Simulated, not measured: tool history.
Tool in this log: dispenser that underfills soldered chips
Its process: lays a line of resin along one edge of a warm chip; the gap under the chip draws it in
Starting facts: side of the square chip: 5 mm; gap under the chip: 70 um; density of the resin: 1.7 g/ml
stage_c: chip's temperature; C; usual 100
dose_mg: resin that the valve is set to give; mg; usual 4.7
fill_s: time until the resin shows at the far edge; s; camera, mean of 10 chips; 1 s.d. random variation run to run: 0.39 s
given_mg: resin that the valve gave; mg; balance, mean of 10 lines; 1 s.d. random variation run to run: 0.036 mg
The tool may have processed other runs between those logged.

Run 1, hour 0: usual settings. Result: fill_s 26.1 s, given_mg 4.17 mg.
Run 2, hour 6.6: usual settings. Result: fill_s 29.6 s, given_mg 4.19 mg.
Run 3, hour 10.2: usual settings but stage_c 95 C. Result: fill_s 36.2 s, given_mg 4.17 mg.
Run 4, hour 17.1: usual settings but stage_c 95 C. Result: fill_s 40.3 s, given_mg 4.16 mg.
Run 5, hour 25.8: usual settings. Result: fill_s 29 s, given_mg 4.73 mg.
Run 6, hour 33.4: usual settings. Result: fill_s 33.5 s, given_mg 4.68 mg.
Run 7, hour 37.7: usual settings but stage_c 93 C. Result: fill_s 45.1 s, given_mg 4.63 mg.
Run 8, hour 42.8: usual settings but stage_c 93 C. Result: fill_s 34.6 s, given_mg 4.64 mg.
Run 9, hour 50.1: usual settings but stage_c 115 C. Result: fill_s 20.9 s, given_mg 4.62 mg.
Run 10, hour 55.6: usual settings but stage_c 115 C. Result: fill_s 23.6 s, given_mg 4.55 mg.
Run 11, hour 62.3: usual settings but stage_c 115 C, dose_mg 4.19 mg. Result: fill_s 19.1 s, given_mg 4.12 mg.
Run 12, hour 67.5: usual settings but stage_c 115 C, dose_mg 4.19 mg. Result: fill_s 20.3 s, given_mg 4.07 mg.
Run 13, hour 74.5: usual settings. Result: fill_s 35.1 s, given_mg 4.6 mg.
Run 14, hour 79.1: usual settings. Result: fill_s 26.7 s, given_mg 4.55 mg.
Run 15, hour 83.7: usual settings but dose_mg 5.28 mg. Result: fill_s 29.1 s, given_mg 5.04 mg.
Run 16, hour 91: usual settings but dose_mg 5.28 mg. Result: fill_s 33.3 s, given_mg 5.05 mg.
Run 17, hour 97.4: usual settings. Result: fill_s 26.7 s, given_mg 4.5 mg.
Run 18, hour 104.7: usual settings. Result: fill_s 31 s, given_mg 4.43 mg.
Run 19, hour 110.9: usual settings. Result: fill_s 34.5 s, given_mg 4.42 mg.
Run 20, hour 116.3: usual settings but stage_c 94 C, dose_mg 4.65 mg. Result: fill_s 30.8 s, given_mg 4.44 mg.
Run 21, hour 123.9: usual settings but stage_c 111 C, dose_mg 4.35 mg. Result: fill_s 22.2 s, given_mg 4.15 mg.
Run 22, hour 129.4: usual settings but stage_c 93 C, dose_mg 5.87 mg. Result: fill_s 40.6 s, given_mg 5.54 mg.
Run 23, hour 133.3: usual settings but stage_c 115 C. Result: fill_s 23.5 s, given_mg 4.48 mg.
Run 24, hour 137.4: usual settings but stage_c 86 C, dose_mg 4.87 mg. Result: fill_s 42.6 s, given_mg 4.57 mg.
Run 25, hour 144.5: usual settings but stage_c 86 C, dose_mg 4.87 mg. Result: fill_s 48.5 s, given_mg 4.51 mg.
Run 26, hour 148.8: usual settings but stage_c 89 C, dose_mg 4.06 mg. Result: fill_s 49.3 s, given_mg 3.79 mg.
Run 27, hour 152.6: usual settings but dose_mg 4.57 mg. Result: fill_s 37.9 s, given_mg 4.29 mg.
Run 28, hour 159.3: usual settings but stage_c 86 C, dose_mg 4.4 mg. Result: fill_s 45.2 s, given_mg 4.08 mg.
Run 29, hour 165.5: usual settings but stage_c 86 C, dose_mg 4.4 mg. Result: fill_s 50.6 s, given_mg 4 mg.
Run 30, hour 172.9: usual settings but dose_mg 4.97 mg. Result: fill_s 25.5 s, given_mg 4.59 mg.
Run 31, hour 176.7: usual settings but stage_c 103 C, dose_mg 4.67 mg. Result: fill_s 25.9 s, given_mg 4.24 mg.
Run 32, hour 184: usual settings but stage_c 103 C, dose_mg 4.67 mg. Result: fill_s 29.4 s, given_mg 4.27 mg.
Run 33, hour 191.9: usual settings but stage_c 97 C, dose_mg 5.21 mg. Result: fill_s 28.1 s, given_mg 4.74 mg.
Run 34, hour 195: usual settings but dose_mg 4.82 mg. Result: fill_s 27.8 s, given_mg 4.37 mg.
Run 35, hour 201.9: usual settings but stage_c 110 C, dose_mg 5.1 mg. Result: fill_s 23.5 s, given_mg 4.63 mg.
Run 36, hour 209: usual settings but stage_c 87 C, dose_mg 5.82 mg. Result: fill_s 52.6 s, given_mg 5.25 mg.
Run 37, hour 215.1: usual settings but stage_c 87 C, dose_mg 5.82 mg. Result: fill_s 40.9 s, given_mg 5.17 mg.

The log once held 12 entries between its listed runs, left out of this copy. Where does each go, and what is different about the tool's unlogged condition between the listed run before it and the listed run after it?
Run 4 -> run 5: new syringe of resin (hour 18.4); dispensing valve cleaned and set on the balance (hour 22.1)
  resin's viscosity, % of fresh resin's: 138.2 -> 114; dose that the valve gives, % of what is set: 87.98 -> 99.89; true chip temperature over the reading, C: -0.29 -> -0.31
  measured less the result without the state, fill_s: +12.2 -> +3.8 s; given_mg: -0.57 -> +0 mg
Run 7 -> run 8: new syringe of resin (hour 38.4)
  resin's viscosity, % of fresh resin's: 142.9 -> 109.2; dose that the valve gives, % of what is set: 99.22 -> 98.97; true chip temperature over the reading, C: -0.34 -> -0.35
  measured less the result without the state, fill_s: +13.8 -> +3.3 s; given_mg: -0.03 -> -0.05 mg
Run 10 -> run 11: new syringe of resin (hour 57.5)
  resin's viscosity, % of fresh resin's: 139.4 -> 110; dose that the valve gives, % of what is set: 98.24 -> 97.91; true chip temperature over the reading, C: -0.39 -> -0.41
  measured less the result without the state, fill_s: +6.7 -> +1.9 s; given_mg: -0.08 -> -0.09 mg
Run 13 -> run 14: new syringe of resin (hour 76.6)
  resin's viscosity, % of fresh resin's: 138.7 -> 104.9; dose that the valve gives, % of what is set: 97.2 -> 96.95; true chip temperature over the reading, C: -0.44 -> -0.45
  measured less the result without the state, fill_s: +10.1 -> +1.7 s; given_mg: -0.13 -> -0.15 mg
Run 16 -> run 17: new syringe of resin (hour 96)
  resin's viscosity, % of fresh resin's: 131.4 -> 103.7; dose that the valve gives, % of what is set: 96.29 -> 95.95; true chip temperature over the reading, C: -0.48 -> -0.5
  measured less the result without the state, fill_s: +8.5 -> +1.5 s; given_mg: -0.2 -> -0.19 mg
Run 19 -> run 20: new syringe of resin (hour 115.4)
  resin's viscosity, % of fresh resin's: 134.2 -> 101.3; dose that the valve gives, % of what is set: 95.21 -> 94.94; true chip temperature over the reading, C: -0.53 -> -0.55
  measured less the result without the state, fill_s: +9.3 -> +1.1 s; given_mg: -0.22 -> -0.24 mg
Run 23 -> run 24: new syringe of resin (hour 134.6)
  resin's viscosity, % of fresh resin's: 139.7 -> 108.2; dose that the valve gives, % of what is set: 93.97 -> 93.76; true chip temperature over the reading, C: -0.59 -> -0.6
  measured less the result without the state, fill_s: +7.2 -> +4.3 s; given_mg: -0.28 -> -0.3 mg
Run 27 -> run 28: new syringe of resin (hour 153.7)
  resin's viscosity, % of fresh resin's: 144.2 -> 110.6; dose that the valve gives, % of what is set: 92.9 -> 92.5; true chip temperature over the reading, C: -0.65 -> -0.67
  measured less the result without the state, fill_s: +12.4 -> +5.9 s; given_mg: -0.32 -> -0.33 mg
Run 29 -> run 30: new syringe of resin (hour 172.8)
  resin's viscosity, % of fresh resin's: 124.4 -> 100.2; dose that the valve gives, % of what is set: 92.16 -> 91.77; true chip temperature over the reading, C: -0.68 -> -0.7
  measured less the result without the state, fill_s: +11.4 -> +0.8 s; given_mg: -0.35 -> -0.41 mg
Run 32 -> run 33: new syringe of resin (hour 191.9)
  resin's viscosity, % of fresh resin's: 123.8 -> 100.4; dose that the valve gives, % of what is set: 91.12 -> 90.7; true chip temperature over the reading, C: -0.74 -> -0.76
  measured less the result without the state, fill_s: +6.5 -> +1 s; given_mg: -0.41 -> -0.48 mg
Run 36 -> run 37: new syringe of resin (hour 210.9)
  resin's viscosity, % of fresh resin's: 138.8 -> 107.9; dose that the valve gives, % of what is set: 89.71 -> 89.37; true chip temperature over the reading, C: -0.81 -> -0.82
  measured less the result without the state, fill_s: +15.9 -> +4.2 s; given_mg: -0.6 -> -0.62 mg

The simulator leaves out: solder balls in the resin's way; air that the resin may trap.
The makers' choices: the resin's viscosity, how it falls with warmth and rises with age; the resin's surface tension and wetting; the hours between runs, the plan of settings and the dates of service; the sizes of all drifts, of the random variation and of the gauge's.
